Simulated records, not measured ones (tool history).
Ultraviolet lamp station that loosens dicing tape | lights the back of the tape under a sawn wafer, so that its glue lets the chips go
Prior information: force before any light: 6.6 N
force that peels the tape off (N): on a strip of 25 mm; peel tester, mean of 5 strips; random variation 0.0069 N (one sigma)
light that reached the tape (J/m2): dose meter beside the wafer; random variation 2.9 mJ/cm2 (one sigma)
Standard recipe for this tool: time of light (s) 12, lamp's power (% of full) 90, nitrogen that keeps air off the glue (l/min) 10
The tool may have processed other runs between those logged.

run	hour	time of light (s)	lamp's power (% of full)	nitrogen that keeps air off the glue (l/min)	force that peels the tape off (N)	light that reached the tape (J/m2)
1	0.0	12	90	10	0.230	4060
2	11.6	12	90	10	0.258	4000
3	18.1	12	90	10	0.247	4080
4	25.9	12	90	10	0.241	4040
5	33.3	12	90	6	0.297	4070
6	44.9	12	90	6	0.306	4050
7	53.4	12	90	6	0.278	4090
8	63.3	12	90	10	0.242	4120
9	71.0	12	76	10	0.313	3450
10	82.4	12	90	10	0.246	4040
11	91.1	12	91	10	0.233	4130
12	101.0	12	91	10	0.235	4080
13	109.5	12	91	10	0.232	4100
14	121.2	12	82	10	0.266	3680
15	130.8	12	90	10	0.232	3990
16	142.3	12	93	10	0.238	4190
17	147.8	12	93	5	0.313	4170
18	156.4	12	90	18	0.195	4070
19	167.7	12	90	18	0.211	4040
20	178.5	12	90	18	0.202	4100
21	188.3	12	90	18	0.207	4100
22	195.1	12	97	10	0.217	4350
23	203.4	14	88	11	0.217	4660
24	212.4	14	88	11	0.210	4620
25	223.6	14	88	11	0.212	4640
26	229.2	16	69	4	0.379	4130
27	235.5	11	65	4	0.843	2660
28	246.3	7	90	15	0.442	2390
29	253.8	12	80	10	0.264	3610
30	264.3	12	80	5	0.427	3580
31	274.3	12	90	13	0.212	3970
32	280.7	12	90	15	0.206	4040
33	288.9	12	90	15	0.203	4040
34	298.9	12	94	10	0.236	4260
35	305.2	12	94	10	0.226	4240
36	310.4	12	94	10	0.227	4210
37	316.2	12	94	10	0.225	4250
38	323.3	12	94	10	0.229	4230
39	328.4	12	94	10	0.226	4260
40	338.8	8	62	12	0.840	1840
41	350.5	15	94	6	0.213	5310
42	360.6	20	90	7	0.182	6790
43	366.0	20	90	7	0.178	6770
44	372.3	20	90	7	0.192	6740

Consider 3 possible next runs. They are alternatives, not a sequence: every one starts from the tool as it was left by run 44. What does each give?
A	379.2	16	91	11	?	?
B	379.2	20	84	7	?	?
C	379.2	7	79	19	?	?

run	force that peels the tape off (N)	light that reached the tape (J/m2)
A	0.181	5530
B	0.193	6320
C	0.525	2080
Stripped of hidden state, with their random variation kept, the same runs would have yielded:
run	force that peels the tape off (N)	light that reached the tape (J/m2)
A	0.181	5530
B	0.192	6320
C	0.524	2080
